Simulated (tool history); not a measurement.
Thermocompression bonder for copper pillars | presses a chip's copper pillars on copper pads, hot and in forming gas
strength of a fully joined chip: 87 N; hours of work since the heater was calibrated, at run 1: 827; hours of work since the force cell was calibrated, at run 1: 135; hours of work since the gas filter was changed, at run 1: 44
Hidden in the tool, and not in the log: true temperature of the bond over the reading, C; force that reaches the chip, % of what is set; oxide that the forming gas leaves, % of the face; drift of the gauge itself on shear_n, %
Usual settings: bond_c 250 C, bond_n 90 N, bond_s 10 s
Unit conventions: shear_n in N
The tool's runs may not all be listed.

| run | hour | bond_c | bond_n | bond_s | hours of work since the heater was calibrated | hours of work since the force cell was calibrated | hours of work since the gas filter was changed | shear_n |
|---|---|---|---|---|---|---|---|---|
| 1 | 0.0 | 250 | 90 | 10 | 827 | 135 | 44 | 55.5 |
| 2 | 33.9 | 250 | 90 | 7 | 851 | 158 | 68 | 49.3 |
| 3 | 48.2 | 250 | 90 | 7 | 861 | 168 | 78 | 49.7 |
| 4 | 81.4 | 250 | 90 | 7 | 884 | 191 | 101 | 49.9 |
| 5 | 96.9 | 250 | 90 | 7 | 894 | 202 | 111 | 49.3 |
| 6 | 112.6 | 250 | 90 | 7 | 905 | 212 | 122 | 48.6 |
|  | 146.1 | forming gas filter changed |
| 7 | 147.3 | 250 | 57 | 10 | 929 | 236 | 1 | 42.3 |
|  | 173.0 | heater calibrated with a thermocouple chip |
| 8 | 176.8 | 250 | 88 | 10 | 3 | 255 | 20 | 50.9 |
| 9 | 209.0 | 250 | 90 | 10 | 25 | 277 | 42 | 51.3 |
| 10 | 232.7 | 250 | 90 | 10 | 41 | 294 | 58 | 51.4 |
| 11 | 252.7 | 250 | 90 | 10 | 55 | 308 | 72 | 51.2 |
| 12 | 283.0 | 250 | 90 | 10 | 76 | 329 | 93 | 50.8 |
| 13 | 302.5 | 250 | 89 | 10 | 90 | 342 | 107 | 50.4 |
| 14 | 319.2 | 250 | 122 | 10 | 101 | 354 | 118 | 60.0 |
| 15 | 349.4 | 268 | 90 | 10 | 122 | 374 | 139 | 60.8 |
|  | 357.5 | forming gas filter changed |
| 16 | 379.3 | 276 | 90 | 10 | 142 | 395 | 15 | 67.6 |
| 17 | 404.0 | 250 | 62 | 10 | 159 | 412 | 32 | 40.4 |
| 18 | 418.0 | 250 | 90 | 20 | 169 | 422 | 42 | 63.1 |
| 19 | 451.4 | 250 | 90 | 10 | 192 | 445 | 65 | 51.5 |
| 20 | 483.1 | 250 | 90 | 10 | 214 | 467 | 87 | 52.0 |
| 21 | 511.2 | 250 | 90 | 10 | 234 | 486 | 106 | 51.5 |
| 22 | 537.1 | 250 | 90 | 10 | 251 | 504 | 124 | 52.2 |
|  | 567.0 | forming gas filter changed |
| 23 | 567.0 | 255 | 56 | 10 | 272 | 524 | 0 | 41.0 |
| 24 | 599.4 | 237 | 56 | 20 | 294 | 547 | 22 | 40.6 |
| 25 | 619.7 | 250 | 126 | 6 | 308 | 561 | 36 | 56.8 |
| 26 | 647.2 | 250 | 126 | 6 | 327 | 580 | 55 | 56.5 |
| 27 | 677.6 | 223 | 90 | 10 | 348 | 601 | 76 | 35.8 |
| 28 | 696.0 | 248 | 73 | 24 | 361 | 613 | 89 | 57.6 |
| 29 | 719.4 | 270 | 83 | 26 | 377 | 630 | 105 | 74.5 |
| 30 | 740.3 | 270 | 83 | 26 | 392 | 644 | 120 | 74.0 |
| 31 | 767.7 | 270 | 122 | 26 | 411 | 663 | 139 | 79.9 |
|  | 779.0 | forming gas filter changed |
| 32 | 796.8 | 270 | 122 | 26 | 430 | 683 | 12 | 82.6 |
| 33 | 814.1 | 229 | 90 | 8 | 442 | 695 | 24 | 37.5 |
| 34 | 839.0 | 255 | 90 | 10 | 460 | 712 | 42 | 57.4 |
| 35 | 871.3 | 255 | 90 | 10 | 482 | 734 | 64 | 56.9 |
| 36 | 891.0 | 274 | 90 | 23 | 496 | 748 | 78 | 77.3 |
| 37 | 919.4 | 253 | 98 | 23 | 515 | 768 | 97 | 70.1 |
| 38 | 940.6 | 268 | 98 | 7 | 530 | 782 | 112 | 61.6 |
| 39 | 968.8 | 268 | 98 | 7 | 549 | 802 | 131 | 61.1 |

3 options for the next run, each taken on its own from the tool as it stands now. Forecast them:
| A | 984.5 | 244 | 90 | 26 | 560 | 813 | 142 | ? |
| B | 984.5 | 271 | 90 | 18 | 560 | 813 | 142 | ? |
| C | 984.5 | 269 | 98 | 7 | 560 | 813 | 142 | ? |

| run | shear_n |
|---|---|
| A | 63.6 |
| B | 72.4 |
| C | 61.8 |
Stripped of hidden state, with their random variation kept, the same runs would have yielded:
| run | shear_n |
|---|---|
| A | 62.8 |
| B | 73.1 |
| C | 61.0 |

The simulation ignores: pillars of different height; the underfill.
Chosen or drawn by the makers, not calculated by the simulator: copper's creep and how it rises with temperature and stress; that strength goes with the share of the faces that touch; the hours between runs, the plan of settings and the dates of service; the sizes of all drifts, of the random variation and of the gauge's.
